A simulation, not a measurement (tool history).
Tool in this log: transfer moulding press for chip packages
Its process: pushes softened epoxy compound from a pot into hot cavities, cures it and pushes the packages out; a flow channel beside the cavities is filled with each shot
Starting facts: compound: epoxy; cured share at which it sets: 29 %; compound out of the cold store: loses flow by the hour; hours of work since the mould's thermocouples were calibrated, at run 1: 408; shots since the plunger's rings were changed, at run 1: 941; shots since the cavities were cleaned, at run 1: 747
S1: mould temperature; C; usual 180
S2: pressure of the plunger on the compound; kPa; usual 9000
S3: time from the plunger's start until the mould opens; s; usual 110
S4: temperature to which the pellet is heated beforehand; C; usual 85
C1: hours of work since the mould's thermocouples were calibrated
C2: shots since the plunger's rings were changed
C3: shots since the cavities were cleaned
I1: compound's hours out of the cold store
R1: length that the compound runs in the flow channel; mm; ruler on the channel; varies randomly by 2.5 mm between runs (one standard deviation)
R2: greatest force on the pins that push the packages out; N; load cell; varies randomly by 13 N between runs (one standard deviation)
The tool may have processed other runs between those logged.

Run 1, hour 0: usual settings; C1 408; C2 941; C3 747; I1 13.1. Result: R1 607 mm, R2 918 N.
At hour 5.9: cavities cleaned with cleaning compound and waxed.
Run 2, hour 16.9: usual settings but S3 94 s; C1 417; C2 1093; C3 108; I1 14.6. Result: R1 600 mm, R2 1083 N.
Run 3, hour 31.3: usual settings but S3 94 s; C1 425; C2 1236; C3 251; I1 36.7. Result: R1 556 mm, R2 1097 N.
Run 4, hour 50.2: usual settings but S2 8670 kPa, S3 94 s; C1 435; C2 1423; C3 438; I1 23. Result: R1 571 mm, R2 1294 N.
Run 5, hour 64.7: usual settings but S2 8670 kPa, S3 94 s; C1 443; C2 1567; C3 582; I1 13.6. Result: R1 597 mm, R2 1377 N.
Run 6, hour 84.5: usual settings; C1 454; C2 1763; C3 778; I1 39.2. Result: R1 546 mm, R2 965 N.
At hour 87.4: cavities cleaned with cleaning compound and waxed.
Run 7, hour 97.4: usual settings; C1 460; C2 1876; C3 99; I1 18.8. Result: R1 591 mm, R2 684 N.
Run 8, hour 107.5: usual settings but S2 8740 kPa; C1 466; C2 1976; C3 199; I1 42.3. Result: R1 532 mm, R2 719 N.
Run 9, hour 125.7: usual settings but S2 8740 kPa; C1 476; C2 2156; C3 379; I1 18.8. Result: R1 584 mm, R2 858 N.
Run 10, hour 142.4: usual settings but S2 8740 kPa; C1 485; C2 2322; C3 545; I1 47.1. Result: R1 521 mm, R2 858 N.
Run 11, hour 153.8: usual settings but S2 8740 kPa; C1 492; C2 2435; C3 658; I1 28.4. Result: R1 556 mm, R2 937 N.
At hour 168.1: cavities cleaned with cleaning compound and waxed.
Run 12, hour 176: usual settings; C1 503; C2 2639; C3 78; I1 30.2. Result: R1 559 mm, R2 675 N.
Run 13, hour 191.1: usual settings but S3 91 s; C1 511; C2 2789; C3 228; I1 29.4. Result: R1 561 mm, R2 1217 N.
Run 14, hour 206: usual settings; C1 520; C2 2936; C3 375; I1 39.7. Result: R1 537 mm, R2 835 N.
Run 15, hour 225.6: usual settings; C1 530; C2 3130; C3 569; I1 26.2. Result: R1 570 mm, R2 918 N.
Run 16, hour 238.6: usual settings; C1 538; C2 3260; C3 699; I1 43.1. Result: R1 532 mm, R2 884 N.
At hour 249.7: cavities cleaned with cleaning compound and waxed.
Run 17, hour 256.6: usual settings; C1 547; C2 3423; C3 69; I1 27.9. Result: R1 566 mm, R2 717 N.
Run 18, hour 270.3: usual settings; C1 554; C2 3558; C3 204; I1 47.7. Result: R1 521 mm, R2 774 N.
Run 19, hour 291.2: usual settings but S1 174 C, S2 6990 kPa, S3 130 s, S4 83 C; C1 566; C2 3765; C3 411; I1 47.3. Result: R1 470 mm, R2 940 N.
Run 20, hour 310.4: usual settings but S1 178 C, S2 10090 kPa, S3 95 s; C1 577; C2 3956; C3 602; I1 24. Result: R1 608 mm, R2 1550 N.
At hour 315.9: plunger's sealing rings changed.
Run 21, hour 325.6: usual settings but S1 174 C, S2 8020 kPa, S3 117 s; C1 584; C2 96; C3 727; I1 14. Result: R1 590 mm, R2 1427 N.
At hour 333.4: cavities cleaned with cleaning compound and waxed.
Run 22, hour 337.8: usual settings but S1 174 C, S2 10910 kPa, S3 117 s, S4 95 C; C1 589; C2 202; C3 44; I1 39.6. Result: R1 619 mm, R2 822 N.
Run 23, hour 356.6: usual settings but S1 187 C, S2 9430 kPa; C1 600; C2 388; C3 230; I1 11.6. Result: R1 617 mm, R2 544 N.
Run 24, hour 373.4: usual settings but S1 183 C, S2 7330 kPa, S3 117 s, S4 92 C; C1 609; C2 554; C3 396; I1 12.8. Result: R1 544 mm, R2 658 N.
Run 25, hour 388.2: usual settings but S2 9160 kPa, S3 129 s, S4 83 C; C1 617; C2 701; C3 543; I1 15.6. Result: R1 605 mm, R2 691 N.
Run 26, hour 399.9: usual settings but S2 10590 kPa, S3 129 s, S4 75 C; C1 624; C2 817; C3 659; I1 46.1. Result: R1 578 mm, R2 707 N.
Run 27, hour 411.9: usual settings but S1 179 C, S2 10590 kPa, S3 129 s, S4 75 C; C1 630; C2 936; C3 778; I1 21.2. Result: R1 643 mm, R2 833 N.
At hour 414.4: cavities cleaned with cleaning compound and waxed.
Run 28, hour 431.4: usual settings but S1 176 C, S2 8390 kPa, S3 94 s, S4 92 C; C1 640; C2 1114; C3 168; I1 14. Result: R1 594 mm, R2 1465 N.
Run 29, hour 442.4: usual settings but S1 176 C, S2 8390 kPa, S3 94 s, S4 92 C; C1 647; C2 1223; C3 277; I1 37.3. Result: R1 538 mm, R2 1454 N.

Predict each of these 3 candidate next runs independently; none follows another, all start after run 29:
Run A, hour 456.4: usual settings but S1 176 C, S2 7090 kPa, S3 116 s, S4 94 C; C1 654; C2 1362; C3 416; I1 29.2. Result: R1 ?, R2 ?.
Run B, hour 456.4: usual settings but S1 176 C; C1 654; C2 1362; C3 416; I1 35.1. Result: R1 ?, R2 ?.
Run C, hour 456.4: usual settings but S1 176 C, S2 8900 kPa, S3 94 s, S4 95 C; C1 654; C2 1362; C3 416; I1 12.1. Result: R1 ?, R2 ?.

run   R1    R2
  A  516   976
  B  558  1125
  C  613  1691
The same runs, with their run-to-run variation unchanged, on a tool lacking any hidden condition would have given:
run   R1    R2
  A  520   684
  B  562   786
  C  618  1190
